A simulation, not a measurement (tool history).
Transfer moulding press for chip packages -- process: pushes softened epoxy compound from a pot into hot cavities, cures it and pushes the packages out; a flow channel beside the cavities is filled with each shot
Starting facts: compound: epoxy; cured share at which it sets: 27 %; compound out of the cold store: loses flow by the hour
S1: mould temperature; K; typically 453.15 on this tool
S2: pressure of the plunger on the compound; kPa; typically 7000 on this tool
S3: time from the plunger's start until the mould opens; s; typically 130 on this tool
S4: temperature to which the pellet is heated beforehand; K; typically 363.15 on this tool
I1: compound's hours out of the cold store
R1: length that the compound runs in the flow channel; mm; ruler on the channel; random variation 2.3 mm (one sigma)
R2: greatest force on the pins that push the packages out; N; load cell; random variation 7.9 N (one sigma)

run,hour,S1,S2,S3,S4,I1,R1,R2
1,0,453.15,7000,130,363.15,32.9,902,507
# hour 46.2: cavities cleaned with cleaning compound and waxed
2,48.6,453.15,7000,130,363.15,17.7,980,650
3,80.7,453.15,7000,130,363.15,39.5,864,655
4,110.2,453.15,7000,130,363.15,36.3,874,649
# hour 122.6: cavities cleaned with cleaning compound and waxed
# hour 142.9: cavities cleaned with cleaning compound and waxed, once more
5,158,453.15,7000,130,363.15,38,863,445
# hour 163.7: mould's thermocouples calibrated
6,202.6,453.15,7000,130,363.15,23.9,934,549
# hour 219.7: cavities cleaned with cleaning compound and waxed
7,237.6,453.15,7000,134,363.15,12.5,988,441
8,285,453.15,7000,134,363.15,30.9,889,564
# hour 294.6: cavities cleaned with cleaning compound and waxed
9,306.5,453.15,7000,134,363.15,44.8,824,412
10,349.8,453.15,7000,134,363.15,27.8,903,557
# hour 358.9: plunger's sealing rings changed
# hour 371.4: cavities cleaned with cleaning compound and waxed
11,401,453.15,7000,134,363.15,15.1,998,482
12,432.8,459.15,7000,148,355.15,24.5,940,480
# hour 446.8: cavities cleaned with cleaning compound and waxed
13,462.9,459.15,7000,148,355.15,43,846,367
14,507.2,459.15,7000,148,355.15,31.1,899,467
# hour 521.8: cavities cleaned with cleaning compound and waxed
15,541.9,446.15,5620,128,371.15,45.7,761,651
16,567.3,445.15,7000,156,363.15,9.2,1050,619

Some steps in R1, run to run, broken into two amounts with sign: the step expected even without the hidden condition (settings, incoming material, random variation), and the rest, left for the hidden condition together with whatever gauge scatter is not in both the measured and the hidden-condition-free result:
What the log doesn't record here: true mould temperature over the reading, C; pressure that reaches the compound, % of what is set; grip of the stained cavities, % over clean ones'; drift of the gauge itself on flow_mm, %; drift of the gauge itself on push_out_n, %.
Run 10 -> 11: plunger's sealing rings changed, cavities cleaned with cleaning compound and waxed. R1 +95 mm: hidden state +31, all else +64.
Run 15 -> 16: S1 446.15 -> 445.15, S2 5620 -> 7000, S3 128 -> 156, S4 371.15 -> 363.15. R1 +289 mm: hidden state -6, all else +295.
